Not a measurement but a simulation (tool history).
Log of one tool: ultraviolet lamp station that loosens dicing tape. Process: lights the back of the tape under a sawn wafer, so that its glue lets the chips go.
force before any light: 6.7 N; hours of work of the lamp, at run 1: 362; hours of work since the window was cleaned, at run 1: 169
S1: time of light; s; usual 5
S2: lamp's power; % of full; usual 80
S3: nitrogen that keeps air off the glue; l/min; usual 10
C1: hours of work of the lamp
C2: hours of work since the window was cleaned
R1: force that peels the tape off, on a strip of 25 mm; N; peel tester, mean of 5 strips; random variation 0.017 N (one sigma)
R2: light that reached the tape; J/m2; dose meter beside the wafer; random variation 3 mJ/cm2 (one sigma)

run 1 hour=0 | S1=5 S2=80 S3=10 | C1=362 C2=169 | R1=1.433 R2=3150
run 2 hour=10 | S1=5 S2=80 S3=10 | C1=369 C2=176 | R1=1.372 R2=3130
run 3 hour=18.3 | S1=5 S2=80 S3=10 | C1=375 C2=182 | R1=1.452 R2=3120
run 4 hour=27.1 | S1=5 S2=80 S3=10 | C1=381 C2=189 | R1=1.46 R2=3150
run 5 hour=35.2 | S1=5 S2=80 S3=10 | C1=387 C2=194 | R1=1.546 R2=3020
run 6 hour=46.3 | S1=5 S2=80 S3=12 | C1=395 C2=202 | R1=1.377 R2=2980
run 7 hour=55.9 | S1=5 S2=80 S3=12 | C1=402 C2=209 | R1=1.453 R2=3030
run 8 hour=63.4 | S1=5 S2=80 S3=12 | C1=407 C2=214 | R1=1.414 R2=3010
run 9 hour=73.4 | S1=5 S2=80 S3=10 | C1=414 C2=221 | R1=1.525 R2=2960
run 10 hour=84.4 | S1=5 S2=80 S3=10 | C1=422 C2=229 | R1=1.548 R2=2880
run 11 hour=91 | S1=5 S2=80 S3=10 | C1=427 C2=234 | R1=1.56 R2=2860
run 12 hour=99.2 | S1=5 S2=80 S3=10 | C1=432 C2=240 | R1=1.627 R2=2880
-- hour=100.4 window cleaned of glue's vapour
run 13 hour=110.5 | S1=5 S2=68 S3=10 | C1=440 C2=7 | R1=1.551 R2=2990
run 14 hour=120.4 | S1=5 S2=80 S3=5 | C1=447 C2=14 | R1=1.723 R2=3440
run 15 hour=132 | S1=5 S2=80 S3=9 | C1=455 C2=22 | R1=1.372 R2=3420
run 16 hour=142.9 | S1=5 S2=80 S3=9 | C1=463 C2=30 | R1=1.29 R2=3400
run 17 hour=156.9 | S1=5 S2=80 S3=5 | C1=473 C2=40 | R1=1.764 R2=3290
run 18 hour=168.1 | S1=5 S2=80 S3=5 | C1=481 C2=48 | R1=1.861 R2=3270
run 19 hour=176.4 | S1=5 S2=80 S3=5 | C1=487 C2=54 | R1=1.961 R2=3220
run 20 hour=188.6 | S1=3 S2=80 S3=10 | C1=495 C2=63 | R1=2.554 R2=1930
run 21 hour=196.5 | S1=5 S2=80 S3=10 | C1=501 C2=68 | R1=1.397 R2=3190
run 22 hour=205.3 | S1=5 S2=80 S3=10 | C1=507 C2=74 | R1=1.423 R2=3190
run 23 hour=215.2 | S1=5 S2=80 S3=10 | C1=514 C2=81 | R1=1.465 R2=3130
run 24 hour=227 | S1=9 S2=65 S3=10 | C1=523 C2=90 | R1=0.77 R2=4570
run 25 hour=240.7 | S1=10 S2=62 S3=14 | C1=532 C2=100 | R1=0.624 R2=4750
run 26 hour=247.4 | S1=5 S2=83 S3=20 | C1=537 C2=104 | R1=1.072 R2=3190
run 27 hour=259.6 | S1=4 S2=63 S3=20 | C1=546 C2=113 | R1=2.018 R2=1900
run 28 hour=270 | S1=4 S2=99 S3=20 | C1=553 C2=120 | R1=1.101 R2=2940
run 29 hour=283.9 | S1=6 S2=82 S3=8 | C1=563 C2=130 | R1=1.321 R2=3620
run 30 hour=292.6 | S1=2 S2=74 S3=13 | C1=569 C2=136 | R1=3.666 R2=1070
run 31 hour=305.6 | S1=2 S2=74 S3=13 | C1=578 C2=146 | R1=3.665 R2=1080
run 32 hour=314.5 | S1=5 S2=86 S3=12 | C1=585 C2=152 | R1=1.337 R2=3070
run 33 hour=323 | S1=3 S2=80 S3=4 | C1=591 C2=158 | R1=3.656 R2=1680
run 34 hour=333.6 | S1=4 S2=80 S3=3 | C1=598 C2=165 | R1=3.313 R2=2220
run 35 hour=342.4 | S1=6 S2=80 S3=11 | C1=605 C2=172 | R1=1.284 R2=3260
run 36 hour=349 | S1=5 S2=79 S3=14 | C1=609 C2=176 | R1=1.556 R2=2740
run 37 hour=361.9 | S1=5 S2=79 S3=14 | C1=618 C2=185 | R1=1.508 R2=2640
run 38 hour=375.8 | S1=5 S2=95 S3=14 | C1=628 C2=195 | R1=1.164 R2=3180
run 39 hour=383.8 | S1=5 S2=93 S3=10 | C1=634 C2=201 | R1=1.415 R2=3030
run 40 hour=389.9 | S1=5 S2=77 S3=13 | C1=638 C2=205 | R1=1.708 R2=2510
run 41 hour=401.2 | S1=5 S2=77 S3=13 | C1=646 C2=213 | R1=1.759 R2=2480
run 42 hour=412.3 | S1=10 S2=62 S3=6 | C1=654 C2=221 | R1=1.287 R2=4020
run 43 hour=422.2 | S1=2 S2=97 S3=5 | C1=661 C2=228 | R1=4.079 R2=1210
run 44 hour=436.1 | S1=2 S2=69 S3=5 | C1=671 C2=238 | R1=4.794 R2=860

3 ways to go on from here, each from the tool as it stands after run 44. What would each give?
-- hour=440.2 window cleaned of glue's vapour
run A hour=442.5 | S1=9 S2=74 S3=4 | C1=675 C2=2 | R1=? R2=?
-- hour=440.2 window cleaned of glue's vapour
run B hour=442.5 | S1=5 S2=82 S3=9 | C1=675 C2=2 | R1=? R2=?
-- hour=440.2 window cleaned of glue's vapour
run C hour=442.5 | S1=4 S2=69 S3=5 | C1=675 C2=2 | R1=? R2=?

run=A R1=1.226 R2=5000
run=B R1=1.529 R2=3050
run=C R1=3.034 R2=2120
Without the tool's hidden state the same runs would have given:
run=A R1=0.627 R2=7480
run=B R1=0.823 R2=4560
run=C R1=2.058 R2=3140
